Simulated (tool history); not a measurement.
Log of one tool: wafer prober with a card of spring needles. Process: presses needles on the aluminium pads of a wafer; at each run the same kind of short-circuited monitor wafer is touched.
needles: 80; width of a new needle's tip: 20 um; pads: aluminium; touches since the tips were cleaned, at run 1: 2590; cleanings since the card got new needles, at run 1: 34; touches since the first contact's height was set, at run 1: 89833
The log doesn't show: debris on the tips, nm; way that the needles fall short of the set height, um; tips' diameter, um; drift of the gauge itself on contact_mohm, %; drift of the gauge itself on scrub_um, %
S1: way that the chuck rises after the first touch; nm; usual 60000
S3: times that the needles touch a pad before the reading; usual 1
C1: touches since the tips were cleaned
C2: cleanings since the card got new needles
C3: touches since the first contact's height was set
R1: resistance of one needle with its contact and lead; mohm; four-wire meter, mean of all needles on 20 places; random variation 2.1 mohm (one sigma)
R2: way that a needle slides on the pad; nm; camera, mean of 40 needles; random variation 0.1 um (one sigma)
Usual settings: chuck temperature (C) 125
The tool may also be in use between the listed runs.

{"run": 1, "hour": 0.0, "S1": 60000, "chuck temperature (C)": 125, "S3": 1, "C1": 2590, "C2": 34, "C3": 89833, "R1": 292, "R2": 16160}
{"run": 2, "hour": 7.4, "S1": 60000, "chuck temperature (C)": 125, "S3": 1, "C1": 6197, "C2": 34, "C3": 93440, "R1": 326, "R2": 16200}
{"hour": 9.2, "done": "tips cleaned on abrasive film"}
{"run": 3, "hour": 17.5, "S1": 43000, "chuck temperature (C)": 125, "S3": 1, "C1": 4073, "C2": 35, "C3": 98340, "R1": 378, "R2": 11560}
{"hour": 23.3, "done": "tips cleaned on abrasive film"}
{"run": 4, "hour": 23.3, "S1": 60000, "chuck temperature (C)": 125, "S3": 1, "C1": 0, "C2": 36, "C3": 101174, "R1": 240, "R2": 16090}
{"run": 5, "hour": 33.9, "S1": 60000, "chuck temperature (C)": 125, "S3": 1, "C1": 5170, "C2": 36, "C3": 106344, "R1": 319, "R2": 16170}
{"hour": 37.5, "done": "tips cleaned on abrasive film"}
{"run": 6, "hour": 43.3, "S1": 60000, "chuck temperature (C)": 125, "S3": 1, "C1": 2866, "C2": 37, "C3": 110911, "R1": 298, "R2": 16310}
{"run": 7, "hour": 50.2, "S1": 60000, "chuck temperature (C)": 47, "S3": 1, "C1": 6236, "C2": 37, "C3": 114281, "R1": 321, "R2": 16140}
{"hour": 51.4, "done": "tips cleaned on abrasive film"}
{"run": 8, "hour": 57.3, "S1": 60000, "chuck temperature (C)": 47, "S3": 1, "C1": 2878, "C2": 38, "C3": 117705, "R1": 287, "R2": 16120}
{"run": 9, "hour": 65.0, "S1": 60000, "chuck temperature (C)": 47, "S3": 1, "C1": 6648, "C2": 38, "C3": 121475, "R1": 323, "R2": 16170}
{"hour": 65.7, "done": "tips cleaned on abrasive film"}
{"run": 10, "hour": 78.6, "S1": 60000, "chuck temperature (C)": 47, "S3": 1, "C1": 6325, "C2": 39, "C3": 128100, "R1": 324, "R2": 16180}
{"hour": 79.6, "done": "tips cleaned on abrasive film"}
{"run": 11, "hour": 86.1, "S1": 60000, "chuck temperature (C)": 47, "S3": 1, "C1": 3199, "C2": 40, "C3": 131717, "R1": 293, "R2": 16060}
{"hour": 94.2, "done": "tips cleaned on abrasive film"}
{"run": 12, "hour": 95.2, "S1": 46000, "chuck temperature (C)": 125, "S3": 1, "C1": 465, "C2": 41, "C3": 136109, "R1": 273, "R2": 12090}
{"run": 13, "hour": 107.8, "S1": 60000, "chuck temperature (C)": 125, "S3": 1, "C1": 6645, "C2": 41, "C3": 142289, "R1": 329, "R2": 16000}
{"hour": 108.9, "done": "tips cleaned on abrasive film"}
{"run": 14, "hour": 113.7, "S1": 60000, "chuck temperature (C)": 125, "S3": 1, "C1": 2345, "C2": 42, "C3": 145140, "R1": 292, "R2": 16110}
{"run": 15, "hour": 120.3, "S1": 60000, "chuck temperature (C)": 125, "S3": 1, "C1": 5597, "C2": 42, "C3": 148392, "R1": 323, "R2": 16110}
{"hour": 123.5, "done": "tips cleaned on abrasive film"}
{"run": 16, "hour": 127.5, "S1": 60000, "chuck temperature (C)": 125, "S3": 1, "C1": 1924, "C2": 43, "C3": 151834, "R1": 289, "R2": 15930}
{"hour": 137.6, "done": "tips cleaned on abrasive film"}
{"run": 17, "hour": 137.6, "S1": 60000, "chuck temperature (C)": 125, "S3": 1, "C1": 26, "C2": 44, "C3": 156763, "R1": 242, "R2": 16130}
{"hour": 146.4, "done": "height of the first contact set anew"}
{"run": 18, "hour": 148.0, "S1": 60000, "chuck temperature (C)": 125, "S3": 1, "C1": 4952, "C2": 44, "C3": 753, "R1": 314, "R2": 16690}
{"hour": 152.0, "done": "tips cleaned on abrasive film"}
{"run": 19, "hour": 157.3, "S1": 60000, "chuck temperature (C)": 125, "S3": 1, "C1": 2598, "C2": 45, "C3": 5282, "R1": 287, "R2": 16650}
{"hour": 166.6, "done": "tips cleaned on abrasive film"}
{"run": 20, "hour": 167.2, "S1": 60000, "chuck temperature (C)": 37, "S3": 3, "C1": 253, "C2": 46, "C3": 10051, "R1": 222, "R2": 16460}
{"run": 21, "hour": 179.7, "S1": 60000, "chuck temperature (C)": 37, "S3": 3, "C1": 6375, "C2": 46, "C3": 16173, "R1": 248, "R2": 16580}
{"hour": 180.9, "done": "tips cleaned on abrasive film"}
{"run": 22, "hour": 192.0, "S1": 60000, "chuck temperature (C)": 37, "S3": 3, "C1": 5448, "C2": 47, "C3": 22170, "R1": 249, "R2": 16400}
{"hour": 195.2, "done": "tips cleaned on abrasive film"}
{"run": 23, "hour": 203.1, "S1": 63000, "chuck temperature (C)": 79, "S3": 2, "C1": 3890, "C2": 48, "C3": 27582, "R1": 271, "R2": 17370}
{"hour": 210.1, "done": "tips cleaned on abrasive film"}
{"run": 24, "hour": 211.1, "S1": 56000, "chuck temperature (C)": 77, "S3": 1, "C1": 488, "C2": 49, "C3": 31417, "R1": 249, "R2": 15470}
{"run": 25, "hour": 216.9, "S1": 55000, "chuck temperature (C)": 50, "S3": 1, "C1": 3358, "C2": 49, "C3": 34287, "R1": 309, "R2": 15100}
{"hour": 224.0, "done": "tips cleaned on abrasive film"}
{"run": 26, "hour": 224.5, "S1": 55000, "chuck temperature (C)": 50, "S3": 1, "C1": 226, "C2": 50, "C3": 37937, "R1": 239, "R2": 14850}
{"run": 27, "hour": 233.9, "S1": 55000, "chuck temperature (C)": 50, "S3": 1, "C1": 4850, "C2": 50, "C3": 42561, "R1": 326, "R2": 14960}
{"hour": 238.5, "done": "tips cleaned on abrasive film"}
{"run": 28, "hour": 247.6, "S1": 60000, "chuck temperature (C)": 56, "S3": 2, "C1": 4455, "C2": 51, "C3": 49229, "R1": 267, "R2": 16440}
{"hour": 252.4, "done": "tips cleaned on abrasive film"}
{"run": 29, "hour": 255.6, "S1": 72000, "chuck temperature (C)": 125, "S3": 1, "C1": 1584, "C2": 52, "C3": 53078, "R1": 265, "R2": 19720}
{"run": 30, "hour": 263.2, "S1": 52000, "chuck temperature (C)": 39, "S3": 3, "C1": 5314, "C2": 52, "C3": 56808, "R1": 264, "R2": 14110}
{"hour": 267.2, "done": "tips cleaned on abrasive film"}
{"run": 31, "hour": 270.0, "S1": 52000, "chuck temperature (C)": 39, "S3": 1, "C1": 1387, "C2": 53, "C3": 60082, "R1": 275, "R2": 14120}
{"hour": 281.1, "done": "tips cleaned on abrasive film"}
{"run": 32, "hour": 281.1, "S1": 43000, "chuck temperature (C)": 49, "S3": 1, "C1": 0, "C2": 54, "C3": 65469, "R1": 239, "R2": 11720}
{"run": 33, "hour": 294.5, "S1": 76000, "chuck temperature (C)": 43, "S3": 1, "C1": 6571, "C2": 54, "C3": 72040, "R1": 276, "R2": 20690}
{"hour": 295.4, "done": "tips cleaned on abrasive film"}
{"run": 34, "hour": 302.4, "S1": 76000, "chuck temperature (C)": 43, "S3": 1, "C1": 3420, "C2": 55, "C3": 75851, "R1": 269, "R2": 21020}
{"hour": 309.5, "done": "tips cleaned on abrasive film"}
{"run": 35, "hour": 310.2, "S1": 76000, "chuck temperature (C)": 43, "S3": 1, "C1": 316, "C2": 56, "C3": 79634, "R1": 228, "R2": 20930}

3 ways to go on from here, each from the tool as it stands after run 35. What would each give?
{"run": "A", "hour": 317.3, "S1": 51000, "chuck temperature (C)": 48, "S3": 1, "C1": 3799, "C2": 56, "C3": 83117, "R1": "?", "R2": "?"}
{"run": "B", "hour": 317.3, "S1": 60000, "chuck temperature (C)": 28, "S3": 1, "C1": 3799, "C2": 56, "C3": 83117, "R1": "?", "R2": "?"}
{"run": "C", "hour": 317.3, "S1": 76000, "chuck temperature (C)": 43, "S3": 1, "C1": 3799, "C2": 56, "C3": 83117, "R1": "?", "R2": "?"}

run=A R1=341 R2=13860
run=B R1=305 R2=16220
run=C R1=271 R2=20810
Without the tool's hidden state the same runs would have given:
run=A R1=219 R2=14160
run=B R1=213 R2=16510
run=C R1=212 R2=21110
